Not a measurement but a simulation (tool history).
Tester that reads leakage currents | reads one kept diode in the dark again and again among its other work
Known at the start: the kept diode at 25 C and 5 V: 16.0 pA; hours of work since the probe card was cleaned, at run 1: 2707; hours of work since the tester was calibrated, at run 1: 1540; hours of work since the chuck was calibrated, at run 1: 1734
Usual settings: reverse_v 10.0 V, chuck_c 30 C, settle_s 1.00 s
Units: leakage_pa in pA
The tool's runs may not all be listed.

run    hour  reverse_v  chuck_c  settle_s  hours of work since the probe card was cleaned  hours of work since the tester was calibrated  hours of work since the chuck was calibrated  leakage_pa
  1     0.0       10.0       30      1.00                                            2707                                           1540                                          1734       36.03
  2    37.2       10.0       29      1.00                                            2737                                           1570                                          1764       33.42
  3    87.1       10.0       30      1.00                                            2777                                           1609                                          1804       35.93
  4   144.9        1.0       30      1.00                                            2823                                           1656                                          1850        9.34
      179.4  -- probe card cleaned and baked
  5   179.4        1.0       30      1.00                                               0                                           1681                                          1875        9.38
  6   203.9       10.0       30      1.00                                              20                                           1700                                          1894       36.10
      232.9  -- chuck's temperature calibrated
  7   238.2       10.0       30      1.00                                              45                                           1726                                             4       35.95
  8   292.2       10.0       30      1.00                                              89                                           1769                                            47       35.88
  9   332.4       10.0       30      1.00                                             121                                           1801                                            79       36.39
 10   373.0       10.0       30      1.00                                             153                                           1834                                           112       36.37
 11   412.9       10.0       30      1.00                                             185                                           1866                                           144       36.16
 12   461.2       10.0       30      1.00                                             223                                           1904                                           182       36.18
 13   495.8       10.0       30      1.00                                             251                                           1932                                           210       36.16
 14   521.8        2.4       30      1.00                                             272                                           1953                                           231       15.63
 15   555.6        2.4       30      1.00                                             299                                           1980                                           258       15.59
 16   614.4        1.4       30      0.95                                             346                                           2027                                           305       11.38
 17   660.5        1.4       30      0.95                                             383                                           2063                                           341       11.41
 18   691.0        1.4       44      2.02                                             407                                           2088                                           366       30.97
 19   719.2        1.4       44      2.02                                             429                                           2110                                           388       31.38
 20   746.3        1.4       44      2.02                                             451                                           2132                                           410       31.17
 21   790.2        1.0       30      0.98                                             486                                           2167                                           445        9.40
 22   833.2        1.0       30      0.98                                             520                                           2201                                           479        9.39
 23   877.7        1.0       30      0.98                                             556                                           2237                                           515        9.43
 24   938.0        3.1       38      0.98                                             604                                           2285                                           563       32.35
 25   991.1        3.1       38      0.98                                             647                                           2327                                           605       32.67
 26  1046.7       10.0       30      2.01                                             691                                           2372                                           650       35.85
 27  1104.0       17.3       49      1.00                                             737                                           2417                                           696      190.36
 28  1144.4       17.3       49      1.00                                             769                                           2450                                           728      189.94
 29  1200.8       17.3       32      0.50                                             814                                           2495                                           773       58.88
 30  1259.8        1.1       36      7.23                                             861                                           2542                                           820       15.34

4 ways to go on from here, each from the tool as it stands after run 30. What would each give?
  A  1286.2        1.1       43      0.40                                             882                                           2563                                           841           ?
  B  1286.2       10.0       35      0.57                                             882                                           2563                                           841           ?
  C  1286.2        1.1       46      7.23                                             882                                           2563                                           841           ?
  D  1286.2        6.1       21      9.77                                             882                                           2563                                           841           ?

run  leakage_pa
  A       25.34
  B       52.69
  C       31.16
  D       13.24
Without the tool's hidden state the same runs would have given:
run  leakage_pa
  A       25.34
  B       52.68
  C       31.16
  D       13.23

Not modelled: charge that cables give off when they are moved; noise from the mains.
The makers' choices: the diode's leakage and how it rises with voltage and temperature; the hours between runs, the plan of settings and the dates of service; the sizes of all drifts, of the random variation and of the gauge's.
